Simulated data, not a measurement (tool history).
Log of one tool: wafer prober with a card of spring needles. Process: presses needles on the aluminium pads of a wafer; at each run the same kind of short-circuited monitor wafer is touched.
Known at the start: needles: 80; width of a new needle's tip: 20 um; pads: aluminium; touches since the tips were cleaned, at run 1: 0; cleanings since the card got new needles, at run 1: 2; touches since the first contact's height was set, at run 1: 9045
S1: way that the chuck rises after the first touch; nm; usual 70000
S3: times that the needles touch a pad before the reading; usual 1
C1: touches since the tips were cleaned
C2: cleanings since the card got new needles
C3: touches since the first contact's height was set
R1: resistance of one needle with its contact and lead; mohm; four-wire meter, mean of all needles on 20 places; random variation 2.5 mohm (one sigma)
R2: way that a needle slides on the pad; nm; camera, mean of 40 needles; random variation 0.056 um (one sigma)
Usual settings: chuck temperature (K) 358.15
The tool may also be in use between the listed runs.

Run 1, day 0: usual settings; C1 0; C2 2; C3 9045. Result: R1 287 mohm, R2 13900 nm.
At day 1: tips cleaned on abrasive film.
At day 1.912: tips cleaned on abrasive film.
Run 2, day 1.95: usual settings; C1 170; C2 4; C3 18342. Result: R1 292 mohm, R2 13980 nm.
At day 2.792: tips cleaned on abrasive film.
Run 3, day 3.029: usual settings; C1 1127; C2 5; C3 23497. Result: R1 285 mohm, R2 13890 nm.
At day 3.758: tips cleaned on abrasive film.
Run 4, day 4.3: usual settings; C1 2593; C2 6; C3 29571. Result: R1 287 mohm, R2 13890 nm.
At day 4.638: tips cleaned on abrasive film.
Run 5, day 5.438: usual settings; C1 3820; C2 7; C3 34997. Result: R1 290 mohm, R2 14040 nm.
At day 5.567: tips cleaned on abrasive film.
At day 6.483: tips cleaned on abrasive film.
Run 6, day 7.15: usual settings but chuck temperature (K) 320.15; C1 3205; C2 9; C3 43169. Result: R1 279 mohm, R2 14070 nm.
At day 7.4: tips cleaned on abrasive film.
At day 8.388: tips cleaned on abrasive film.
Run 7, day 8.583: usual settings but chuck temperature (K) 320.15; C1 933; C2 11; C3 49996. Result: R1 276 mohm, R2 13990 nm.
At day 9.271: tips cleaned on abrasive film.
At day 10.183: tips cleaned on abrasive film.
Run 8, day 10.35: usual settings but chuck temperature (K) 320.15; C1 795; C2 13; C3 58413. Result: R1 276 mohm, R2 14060 nm.
At day 11.154: tips cleaned on abrasive film.
Run 9, day 11.962: usual settings but chuck temperature (K) 320.15; C1 3873; C2 14; C3 66130. Result: R1 275 mohm, R2 13930 nm.
At day 12.071: tips cleaned on abrasive film.
At day 12.938: tips cleaned on abrasive film.
Run 10, day 13.696: usual settings but chuck temperature (K) 320.15; C1 3629; C2 16; C3 74389. Result: R1 274 mohm, R2 13870 nm.
At day 13.862: tips cleaned on abrasive film.
At day 14.733: tips cleaned on abrasive film.
Run 11, day 15.233: usual settings but chuck temperature (K) 313.15; C1 2382; C2 18; C3 81716. Result: R1 275 mohm, R2 13870 nm.
At day 15.592: tips cleaned on abrasive film.
Run 12, day 16.15: usual settings but chuck temperature (K) 344.15; C1 2673; C2 19; C3 86091. Result: R1 286 mohm, R2 14040 nm.
At day 16.538: tips cleaned on abrasive film.
At day 17.388: tips cleaned on abrasive film.
Run 13, day 18.104: usual settings but chuck temperature (K) 319.15; C1 3438; C2 21; C3 95420. Result: R1 280 mohm, R2 14010 nm.
At day 18.296: tips cleaned on abrasive film.
At day 19.142: tips cleaned on abrasive film.
Run 14, day 19.4: usual settings but chuck temperature (K) 319.15; C1 1238; C2 23; C3 101595. Result: R1 276 mohm, R2 13890 nm.
At day 20.158: tips cleaned on abrasive film.
At day 20.625: height of the first contact set anew.
At day 21.121: tips cleaned on abrasive film.
Run 15, day 21.25: usual settings but chuck temperature (K) 319.15; C1 610; C2 25; C3 2962. Result: R1 274 mohm, R2 14000 nm.
At day 22.071: tips cleaned on abrasive film.
Run 16, day 22.396: usual settings; C1 1551; C2 26; C3 8431. Result: R1 288 mohm, R2 13930 nm.
At day 22.933: tips cleaned on abrasive film.
At day 23.808: tips cleaned on abrasive film.
Run 17, day 24.329: usual settings but chuck temperature (K) 325.15; C1 2492; C2 28; C3 17658. Result: R1 280 mohm, R2 13960 nm.
At day 24.725: tips cleaned on abrasive film.
At day 25.721: tips cleaned on abrasive film.
Run 18, day 25.912: usual settings but S1 57000 nm, chuck temperature (K) 350.15; C1 920; C2 30; C3 25205. Result: R1 288 mohm, R2 11380 nm.
At day 26.629: tips cleaned on abrasive film.
At day 27.479: tips cleaned on abrasive film.
Run 19, day 27.512: usual settings but chuck temperature (K) 305.15, S3 2; C1 165; C2 32; C3 32844. Result: R1 275 mohm, R2 13980 nm.
At day 28.383: tips cleaned on abrasive film.
Run 20, day 29.188: usual settings but chuck temperature (K) 305.15, S3 2; C1 3850; C2 33; C3 40843. Result: R1 275 mohm, R2 13900 nm.
At day 29.279: tips cleaned on abrasive film.
At day 30.221: tips cleaned on abrasive film.
Run 21, day 30.35: usual settings but S1 65000 nm; C1 620; C2 35; C3 46381. Result: R1 291 mohm, R2 13040 nm.
At day 31.158: tips cleaned on abrasive film.
Run 22, day 31.546: usual settings but S1 65000 nm; C1 1848; C2 36; C3 52079. Result: R1 287 mohm, R2 12990 nm.
At day 32.162: tips cleaned on abrasive film.
At day 33.017: tips cleaned on abrasive film.
Run 23, day 33.142: usual settings but S1 54000 nm, chuck temperature (K) 357.15, S3 2; C1 597; C2 38; C3 59689. Result: R1 293 mohm, R2 10790 nm.
At day 33.896: tips cleaned on abrasive film.
Run 24, day 34.546: usual settings but S1 57000 nm; C1 3114; C2 39; C3 66399. Result: R1 293 mohm, R2 11380 nm.
At day 34.812: tips cleaned on abrasive film.
At day 35.675: tips cleaned on abrasive film.
Run 25, day 36.338: usual settings but S1 81000 nm, chuck temperature (K) 359.15, S3 2; C1 3179; C2 41; C3 74947. Result: R1 284 mohm, R2 16240 nm.
At day 36.608: tips cleaned on abrasive film.
At day 37.583: tips cleaned on abrasive film.
Run 26, day 37.875: usual settings but S1 69000 nm, chuck temperature (K) 298.15, S3 2; C1 1397; C2 43; C3 82269. Result: R1 273 mohm, R2 13720 nm.
At day 38.454: tips cleaned on abrasive film.
Run 27, day 38.7: usual settings but S1 69000 nm, chuck temperature (K) 298.15, S3 2; C1 1183; C2 44; C3 86207. Result: R1 270 mohm, R2 13700 nm.
At day 39.354: tips cleaned on abrasive film.
At day 40.283: tips cleaned on abrasive film.
Run 28, day 40.321: usual settings but S1 87000 nm, chuck temperature (K) 298.15, S3 3; C1 181; C2 46; C3 93929. Result: R1 265 mohm, R2 17280 nm.
At day 41.242: tips cleaned on abrasive film.
Run 29, day 41.279: usual settings but S1 69000 nm, chuck temperature (K) 339.15; C1 168; C2 47; C3 98499. Result: R1 281 mohm, R2 13740 nm.
At day 42.138: tips cleaned on abrasive film.
Run 30, day 42.138: usual settings but S1 56000 nm, chuck temperature (K) 313.15; C1 0; C2 48; C3 102611. Result: R1 281 mohm, R2 11280 nm.
At day 43.096: tips cleaned on abrasive film.
At day 43.217: height of the first contact set anew.
Run 31, day 43.596: usual settings but S1 55000 nm, S3 2; C1 2325; C2 49; C3 1817. Result: R1 292 mohm, R2 10950 nm.

4 ways to go on from here, each from the tool as it stands after run 31. What would each give?
At day 43.996: tips cleaned on abrasive film.
Run A, day 44.396: usual settings but chuck temperature (K) 348.15; C1 1934; C2 50; C3 5647. Result: R1 ?, R2 ?.
At day 43.996: tips cleaned on abrasive film.
Run B, day 44.396: usual settings but S1 62000 nm, chuck temperature (K) 302.15; C1 1934; C2 50; C3 5647. Result: R1 ?, R2 ?.
At day 43.996: tips cleaned on abrasive film.
Run C, day 44.396: usual settings but S1 69000 nm, chuck temperature (K) 377.15, S3 3; C1 1934; C2 50; C3 5647. Result: R1 ?, R2 ?.
At day 43.996: tips cleaned on abrasive film.
Run D, day 44.396: usual settings but S1 55000 nm, chuck temperature (K) 391.15, S3 2; C1 1934; C2 50; C3 5647. Result: R1 ?, R2 ?.

run   R1     R2
  A  283  13990
  B  276  12470
  C  296  13860
  D  301  11090
Without the tool's hidden state the same runs would have given:
run   R1     R2
  A  283  13990
  B  275  12470
  C  296  13860
  D  301  11090

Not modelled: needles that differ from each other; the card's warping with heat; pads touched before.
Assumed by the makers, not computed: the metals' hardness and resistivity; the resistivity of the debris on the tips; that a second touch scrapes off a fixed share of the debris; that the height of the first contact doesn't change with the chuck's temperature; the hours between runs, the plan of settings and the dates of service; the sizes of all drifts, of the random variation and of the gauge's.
